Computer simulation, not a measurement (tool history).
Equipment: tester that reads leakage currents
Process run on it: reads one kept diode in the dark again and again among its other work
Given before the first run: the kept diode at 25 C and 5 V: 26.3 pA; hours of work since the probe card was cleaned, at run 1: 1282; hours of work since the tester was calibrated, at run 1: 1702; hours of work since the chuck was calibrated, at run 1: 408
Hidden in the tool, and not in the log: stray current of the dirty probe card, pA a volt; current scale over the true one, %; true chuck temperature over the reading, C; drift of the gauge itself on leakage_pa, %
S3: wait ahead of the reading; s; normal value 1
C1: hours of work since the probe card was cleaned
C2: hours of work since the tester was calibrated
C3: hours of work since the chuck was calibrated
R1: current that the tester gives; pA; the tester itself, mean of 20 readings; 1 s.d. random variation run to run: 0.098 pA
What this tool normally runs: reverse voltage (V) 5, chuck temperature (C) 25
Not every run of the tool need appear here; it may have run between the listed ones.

run 1 hour=0 | reverse_voltage_(V)=5 chuck_temperature_(C)=25 S3=1 | C1=1282 C2=1702 C3=408 | R1=29.13
run 2 hour=28.8 | reverse_voltage_(V)=5 chuck_temperature_(C)=25 S3=1 | C1=1302 C2=1722 C3=428 | R1=29.39
run 3 hour=53 | reverse_voltage_(V)=5 chuck_temperature_(C)=25 S3=1 | C1=1319 C2=1739 C3=445 | R1=29.33
run 4 hour=107 | reverse_voltage_(V)=1.38 chuck_temperature_(C)=25 S3=1 | C1=1357 C2=1777 C3=483 | R1=13.16
run 5 hour=151.5 | reverse_voltage_(V)=1.38 chuck_temperature_(C)=25 S3=1 | C1=1388 C2=1808 C3=514 | R1=13.19
run 6 hour=184 | reverse_voltage_(V)=5 chuck_temperature_(C)=25 S3=1 | C1=1411 C2=1831 C3=537 | R1=29.11
run 7 hour=230.2 | reverse_voltage_(V)=5.67 chuck_temperature_(C)=25 S3=1 | C1=1443 C2=1863 C3=569 | R1=31.31
run 8 hour=259 | reverse_voltage_(V)=5.67 chuck_temperature_(C)=25 S3=1 | C1=1463 C2=1883 C3=589 | R1=31.53
run 9 hour=282.6 | reverse_voltage_(V)=5 chuck_temperature_(C)=25 S3=1 | C1=1480 C2=1900 C3=606 | R1=28.88
run 10 hour=312.4 | reverse_voltage_(V)=5 chuck_temperature_(C)=25 S3=1 | C1=1501 C2=1921 C3=627 | R1=28.68
-- hour=348.3 chuck's temperature calibrated
run 11 hour=352.8 | reverse_voltage_(V)=1.06 chuck_temperature_(C)=25 S3=1 | C1=1528 C2=1948 C3=3 | R1=12.43
run 12 hour=381.5 | reverse_voltage_(V)=1.06 chuck_temperature_(C)=25 S3=1 | C1=1548 C2=1968 C3=23 | R1=12.52
run 13 hour=427.1 | reverse_voltage_(V)=5 chuck_temperature_(C)=25 S3=1 | C1=1580 C2=2000 C3=55 | R1=31.97
run 14 hour=475.2 | reverse_voltage_(V)=4.28 chuck_temperature_(C)=22 S3=0.4 | C1=1614 C2=2033 C3=89 | R1=26.37
run 15 hour=527.9 | reverse_voltage_(V)=2.58 chuck_temperature_(C)=25 S3=0.59 | C1=1650 C2=2070 C3=126 | R1=21.8
run 16 hour=557.8 | reverse_voltage_(V)=2.58 chuck_temperature_(C)=25 S3=0.59 | C1=1671 C2=2091 C3=147 | R1=21.75
run 17 hour=603.6 | reverse_voltage_(V)=11.55 chuck_temperature_(C)=59 S3=1 | C1=1703 C2=2123 C3=179 | R1=408.7
run 18 hour=636.8 | reverse_voltage_(V)=11.55 chuck_temperature_(C)=30 S3=3.07 | C1=1727 C2=2147 C3=202 | R1=69.58
run 19 hour=671.9 | reverse_voltage_(V)=4.09 chuck_temperature_(C)=30 S3=3.48 | C1=1751 C2=2171 C3=227 | R1=37.03
run 20 hour=695.7 | reverse_voltage_(V)=4.09 chuck_temperature_(C)=30 S3=3.48 | C1=1768 C2=2188 C3=244 | R1=36.8
run 21 hour=728.4 | reverse_voltage_(V)=2.46 chuck_temperature_(C)=26 S3=0.99 | C1=1791 C2=2211 C3=266 | R1=21.3
run 22 hour=755.5 | reverse_voltage_(V)=2.46 chuck_temperature_(C)=40 S3=1.65 | C1=1810 C2=2230 C3=285 | R1=51.9
run 23 hour=810.4 | reverse_voltage_(V)=1.57 chuck_temperature_(C)=46 S3=1.04 | C1=1848 C2=2268 C3=324 | R1=59.07
run 24 hour=851 | reverse_voltage_(V)=8.26 chuck_temperature_(C)=31 S3=3.09 | C1=1877 C2=2297 C3=352 | R1=59.48
run 25 hour=894.2 | reverse_voltage_(V)=8.26 chuck_temperature_(C)=31 S3=3.09 | C1=1907 C2=2327 C3=383 | R1=59.43
run 26 hour=926.1 | reverse_voltage_(V)=1.02 chuck_temperature_(C)=31 S3=0.68 | C1=1930 C2=2349 C3=405 | R1=17.46

Across each entry between runs, compare the hidden state at the last listed run before it with the hidden state at the first listed run after it:
In the gap between runs 10 and 11: chuck's temperature calibrated (hour 348.3)
  stray current of the dirty probe card, pA a volt: 0.717 -> 0.729; current scale over the true one, %: 1.23 -> 1.25; true chuck temperature over the reading, C: -1.72 -> 0.02
  measured less the result without the state, R1: +0.68 -> +0.91 pA
